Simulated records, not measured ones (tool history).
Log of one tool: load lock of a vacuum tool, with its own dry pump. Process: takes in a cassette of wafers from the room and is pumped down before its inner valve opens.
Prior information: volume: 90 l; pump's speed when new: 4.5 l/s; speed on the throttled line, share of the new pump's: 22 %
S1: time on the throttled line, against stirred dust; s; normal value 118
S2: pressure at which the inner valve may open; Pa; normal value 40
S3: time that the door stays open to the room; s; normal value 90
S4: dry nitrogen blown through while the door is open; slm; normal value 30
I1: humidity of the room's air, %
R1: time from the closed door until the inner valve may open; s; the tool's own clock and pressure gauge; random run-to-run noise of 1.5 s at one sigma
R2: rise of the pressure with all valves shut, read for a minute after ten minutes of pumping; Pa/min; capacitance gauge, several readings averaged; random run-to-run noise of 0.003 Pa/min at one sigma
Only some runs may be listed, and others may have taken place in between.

{"run": 1, "day": 0.0, "S1": 118, "S2": 40, "S3": 90, "S4": 30, "I1": 48.9, "R1": 268.6, "R2": 0.019}
{"run": 2, "day": 5.508, "S1": 118, "S2": 40, "S3": 90, "S4": 30, "I1": 45.4, "R1": 267.6, "R2": 0.017}
{"run": 3, "day": 10.483, "S1": 118, "S2": 40, "S3": 90, "S4": 30, "I1": 43.9, "R1": 272.4, "R2": 0.018}
{"run": 4, "day": 15.217, "S1": 118, "S2": 40, "S3": 90, "S4": 30, "I1": 47.5, "R1": 270.7, "R2": 0.02}
{"run": 5, "day": 19.204, "S1": 118, "S2": 40, "S3": 90, "S4": 30, "I1": 44.7, "R1": 270.2, "R2": 0.018}
{"run": 6, "day": 22.992, "S1": 118, "S2": 40, "S3": 90, "S4": 30, "I1": 44.1, "R1": 275.1, "R2": 0.017}
{"run": 7, "day": 25.8, "S1": 118, "S2": 40, "S3": 90, "S4": 30, "I1": 45.5, "R1": 270.5, "R2": 0.023}
{"run": 8, "day": 30.962, "S1": 118, "S2": 40, "S3": 90, "S4": 29, "I1": 48.0, "R1": 268.7, "R2": 0.029}
{"run": 9, "day": 36.933, "S1": 118, "S2": 31, "S3": 90, "S4": 30, "I1": 44.7, "R1": 277.7, "R2": 0.024}
{"run": 10, "day": 42.221, "S1": 118, "S2": 40, "S3": 90, "S4": 30, "I1": 45.1, "R1": 274.5, "R2": 0.025}
{"run": 11, "day": 47.529, "S1": 118, "S2": 40, "S3": 90, "S4": 15, "I1": 43.3, "R1": 271.6, "R2": 0.025}
{"run": 12, "day": 51.679, "S1": 118, "S2": 40, "S3": 90, "S4": 15, "I1": 40.8, "R1": 270.3, "R2": 0.03}
{"run": 13, "day": 56.254, "S1": 118, "S2": 40, "S3": 90, "S4": 9, "I1": 45.3, "R1": 272.9, "R2": 0.038}
{"run": 14, "day": 59.938, "S1": 118, "S2": 40, "S3": 90, "S4": 9, "I1": 43.9, "R1": 274.7, "R2": 0.037}
{"run": 15, "day": 63.792, "S1": 118, "S2": 40, "S3": 90, "S4": 9, "I1": 46.1, "R1": 274.9, "R2": 0.042}
{"run": 16, "day": 66.708, "S1": 118, "S2": 40, "S3": 90, "S4": 9, "I1": 45.3, "R1": 274.3, "R2": 0.037}
{"run": 17, "day": 69.492, "S1": 118, "S2": 40, "S3": 90, "S4": 9, "I1": 47.5, "R1": 273.9, "R2": 0.041}
{"run": 18, "day": 72.288, "S1": 118, "S2": 40, "S3": 90, "S4": 9, "I1": 44.8, "R1": 271.7, "R2": 0.043}
{"run": 19, "day": 76.471, "S1": 118, "S2": 40, "S3": 90, "S4": 9, "I1": 43.8, "R1": 273.6, "R2": 0.04}
{"run": 20, "day": 79.796, "S1": 214, "S2": 40, "S3": 107, "S4": 9, "I1": 45.7, "R1": 345.8, "R2": 0.048}
{"run": 21, "day": 82.488, "S1": 214, "S2": 40, "S3": 107, "S4": 9, "I1": 42.5, "R1": 345.3, "R2": 0.041}
{"run": 22, "day": 88.454, "S1": 214, "S2": 40, "S3": 107, "S4": 9, "I1": 43.2, "R1": 343.7, "R2": 0.04}
{"run": 23, "day": 91.308, "S1": 96, "S2": 72, "S3": 84, "S4": 31, "I1": 44.3, "R1": 244.9, "R2": 0.025}
{"run": 24, "day": 94.633, "S1": 96, "S2": 72, "S3": 42, "S4": 7, "I1": 43.9, "R1": 243.7, "R2": 0.026}
{"run": 25, "day": 100.75, "S1": 118, "S2": 31, "S3": 63, "S4": 6, "I1": 42.8, "R1": 278.4, "R2": 0.047}
{"run": 26, "day": 103.767, "S1": 118, "S2": 40, "S3": 110, "S4": 17, "I1": 47.3, "R1": 274.8, "R2": 0.043}
{"run": 27, "day": 108.767, "S1": 118, "S2": 40, "S3": 90, "S4": 25, "I1": 43.7, "R1": 274.5, "R2": 0.031}
{"run": 28, "day": 114.104, "S1": 118, "S2": 40, "S3": 167, "S4": 16, "I1": 44.2, "R1": 277.9, "R2": 0.047}

Estimate the outcome of run 29 from the log above:
{"run": 29, "day": 117.471, "S1": 118, "S2": 31, "S3": 90, "S4": 19, "I1": 44.5, "R1": "?", "R2": "?"}

R1: 280.0 s
R2: 0.037 Pa/min
Take away the tool's hidden state, keep the run-to-run variation as it was, and the same run would have given R1 254.7 s, R2 0.017 Pa/min.

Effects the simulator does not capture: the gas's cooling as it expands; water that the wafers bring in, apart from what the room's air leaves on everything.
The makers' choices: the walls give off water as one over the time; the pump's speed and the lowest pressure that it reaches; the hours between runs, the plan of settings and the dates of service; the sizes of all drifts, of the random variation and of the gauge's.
